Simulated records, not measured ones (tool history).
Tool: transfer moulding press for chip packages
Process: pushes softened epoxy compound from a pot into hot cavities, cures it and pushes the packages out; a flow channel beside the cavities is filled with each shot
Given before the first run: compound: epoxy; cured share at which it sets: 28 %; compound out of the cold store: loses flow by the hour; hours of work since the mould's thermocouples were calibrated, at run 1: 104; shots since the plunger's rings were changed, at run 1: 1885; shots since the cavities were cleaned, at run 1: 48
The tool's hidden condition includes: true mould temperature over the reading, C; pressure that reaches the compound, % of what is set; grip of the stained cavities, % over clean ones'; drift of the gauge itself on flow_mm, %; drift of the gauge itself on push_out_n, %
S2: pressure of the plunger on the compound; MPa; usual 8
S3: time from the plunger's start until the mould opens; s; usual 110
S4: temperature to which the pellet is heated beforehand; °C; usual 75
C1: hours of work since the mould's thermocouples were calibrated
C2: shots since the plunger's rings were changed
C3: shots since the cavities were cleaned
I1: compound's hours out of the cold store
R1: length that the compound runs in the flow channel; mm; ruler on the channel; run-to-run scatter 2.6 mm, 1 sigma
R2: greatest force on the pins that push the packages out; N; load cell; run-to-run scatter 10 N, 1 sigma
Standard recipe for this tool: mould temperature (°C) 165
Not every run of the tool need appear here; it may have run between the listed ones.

{"run": 1, "hour": 0.0, "mould temperature (°C)": 165, "S2": 8, "S3": 110, "S4": 75, "C1": 104, "C2": 1885, "C3": 48, "I1": 29, "R1": 663, "R2": 515}
{"run": 2, "hour": 8.0, "mould temperature (°C)": 165, "S2": 8, "S3": 110, "S4": 75, "C1": 107, "C2": 1944, "C3": 107, "I1": 26.5, "R1": 676, "R2": 528}
{"run": 3, "hour": 17.1, "mould temperature (°C)": 169, "S2": 8, "S3": 110, "S4": 75, "C1": 111, "C2": 2010, "C3": 173, "I1": 8.2, "R1": 756, "R2": 490}
{"run": 4, "hour": 24.6, "mould temperature (°C)": 169, "S2": 8, "S3": 110, "S4": 75, "C1": 114, "C2": 2064, "C3": 227, "I1": 45.2, "R1": 601, "R2": 499}
{"run": 5, "hour": 29.3, "mould temperature (°C)": 165, "S2": 8, "S3": 110, "S4": 75, "C1": 116, "C2": 2099, "C3": 262, "I1": 44.9, "R1": 608, "R2": 582}
{"run": 6, "hour": 40.3, "mould temperature (°C)": 165, "S2": 8, "S3": 110, "S4": 75, "C1": 120, "C2": 2179, "C3": 342, "I1": 12.4, "R1": 740, "R2": 655}
{"hour": 42.7, "done": "cavities cleaned with cleaning compound and waxed"}
{"run": 7, "hour": 52.6, "mould temperature (°C)": 165, "S2": 8, "S3": 110, "S4": 75, "C1": 124, "C2": 2257, "C3": 72, "I1": 23.6, "R1": 690, "R2": 681}
{"run": 8, "hour": 60.1, "mould temperature (°C)": 165, "S2": 8, "S3": 110, "S4": 75, "C1": 127, "C2": 2312, "C3": 127, "I1": 20.1, "R1": 706, "R2": 721}
{"hour": 69.5, "done": "cavities cleaned with cleaning compound and waxed, once more"}
{"run": 9, "hour": 71.9, "mould temperature (°C)": 165, "S2": 8, "S3": 110, "S4": 75, "C1": 132, "C2": 2387, "C3": 17, "I1": 28.5, "R1": 671, "R2": 483}
{"run": 10, "hour": 79.5, "mould temperature (°C)": 165, "S2": 9.82, "S3": 90, "S4": 66, "C1": 135, "C2": 2443, "C3": 73, "I1": 32.5, "R1": 724, "R2": 699}
{"run": 11, "hour": 90.2, "mould temperature (°C)": 167, "S2": 9.82, "S3": 125, "S4": 80, "C1": 139, "C2": 2520, "C3": 150, "I1": 44.3, "R1": 669, "R2": 491}
{"run": 12, "hour": 95.9, "mould temperature (°C)": 160, "S2": 8, "S3": 110, "S4": 75, "C1": 141, "C2": 2562, "C3": 192, "I1": 20.3, "R1": 715, "R2": 740}
{"run": 13, "hour": 101.4, "mould temperature (°C)": 165, "S2": 8, "S3": 145, "S4": 75, "C1": 143, "C2": 2602, "C3": 232, "I1": 33.4, "R1": 647, "R2": 486}
{"run": 14, "hour": 111.0, "mould temperature (°C)": 165, "S2": 6.21, "S3": 116, "S4": 75, "C1": 147, "C2": 2672, "C3": 302, "I1": 47.6, "R1": 523, "R2": 562}
{"run": 15, "hour": 116.9, "mould temperature (°C)": 165, "S2": 6.21, "S3": 116, "S4": 75, "C1": 150, "C2": 2715, "C3": 345, "I1": 25.1, "R1": 599, "R2": 599}
{"run": 16, "hour": 125.7, "mould temperature (°C)": 165, "S2": 6.54, "S3": 149, "S4": 75, "C1": 153, "C2": 2779, "C3": 409, "I1": 19.6, "R1": 638, "R2": 539}
{"run": 17, "hour": 131.6, "mould temperature (°C)": 165, "S2": 6.54, "S3": 149, "S4": 75, "C1": 156, "C2": 2822, "C3": 452, "I1": 15.3, "R1": 654, "R2": 560}
{"run": 18, "hour": 140.9, "mould temperature (°C)": 165, "S2": 6.54, "S3": 149, "S4": 75, "C1": 159, "C2": 2890, "C3": 520, "I1": 19.8, "R1": 633, "R2": 564}

Measured result minus the same run's result without the hidden state. Both carry the same run-to-run variation, though not necessarily the same gauge scatter:
run=1 R1=-14 R2=+21
run=2 R1=-15 R2=+48
run=3 R1=-17 R2=+67
run=4 R1=-14 R2=+84
run=5 R1=-14 R2=+107
run=6 R1=-18 R2=+145
run=7 R1=-18 R2=+201
run=8 R1=-18 R2=+221
run=9 R1=-18 R2=+17
run=10 R1=-20 R2=+58
run=11 R1=-19 R2=+66
run=12 R1=-20 R2=+121
run=13 R1=-18 R2=+88
run=14 R1=-15 R2=+120
run=15 R1=-18 R2=+139
run=16 R1=-20 R2=+137
run=17 R1=-21 R2=+149
run=18 R1=-20 R2=+164
